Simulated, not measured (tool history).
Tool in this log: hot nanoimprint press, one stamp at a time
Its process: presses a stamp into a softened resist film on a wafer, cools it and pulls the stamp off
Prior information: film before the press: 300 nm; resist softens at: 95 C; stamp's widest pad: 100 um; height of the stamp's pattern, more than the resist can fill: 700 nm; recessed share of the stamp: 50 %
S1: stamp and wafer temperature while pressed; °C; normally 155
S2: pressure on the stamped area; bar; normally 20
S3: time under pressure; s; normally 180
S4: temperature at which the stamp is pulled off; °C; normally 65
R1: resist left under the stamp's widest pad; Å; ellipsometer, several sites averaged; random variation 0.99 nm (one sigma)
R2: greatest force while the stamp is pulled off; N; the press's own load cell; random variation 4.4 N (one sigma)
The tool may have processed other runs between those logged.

Run 1, day 0: usual settings. Result: R1 1445 Å, R2 216 N.
Run 2, day 1.683: usual settings. Result: R1 1420 Å, R2 226 N.
Run 3, day 2.721: usual settings. Result: R1 1430 Å, R2 215 N.
Run 4, day 3.729: usual settings. Result: R1 1431 Å, R2 222 N.
Run 5, day 5.271: usual settings but S2 23.9 bar. Result: R1 1311 Å, R2 226 N.
Run 6, day 6.946: usual settings but S4 56 °C. Result: R1 1448 Å, R2 264 N.
Run 7, day 8.629: usual settings but S2 21.6 bar. Result: R1 1417 Å, R2 233 N.
Run 8, day 9.846: usual settings but S2 21.6 bar. Result: R1 1422 Å, R2 231 N.
Run 9, day 10.696: usual settings. Result: R1 1466 Å, R2 229 N.
Run 10, day 12.629: usual settings but S3 105 s. Result: R1 1772 Å, R2 239 N.
Run 11, day 14.083: usual settings but S2 17.1 bar. Result: R1 1581 Å, R2 241 N.
Run 12, day 15.542: usual settings but S4 59 °C. Result: R1 1467 Å, R2 270 N.
Run 13, day 17.167: usual settings. Result: R1 1491 Å, R2 242 N.
Run 14, day 18.529: usual settings but S3 127 s. Result: R1 1678 Å, R2 245 N.
Run 15, day 20.158: usual settings. Result: R1 1477 Å, R2 247 N.
Run 16, day 21.488: usual settings but S1 165 °C. Result: R1 1019 Å, R2 256 N.

Forecast run 17:
At day 21.7: plate thermocouple calibrated.
Run 17, day 22.929: usual settings but S2 30.9 bar, S3 285 s, S4 57 °C. Result: R1 ?, R2 ?.

R1: 1071 Å
R2: 292 N
Minus the tool's unlogged condition, the same run would have read R1 963 Å, R2 249 N.
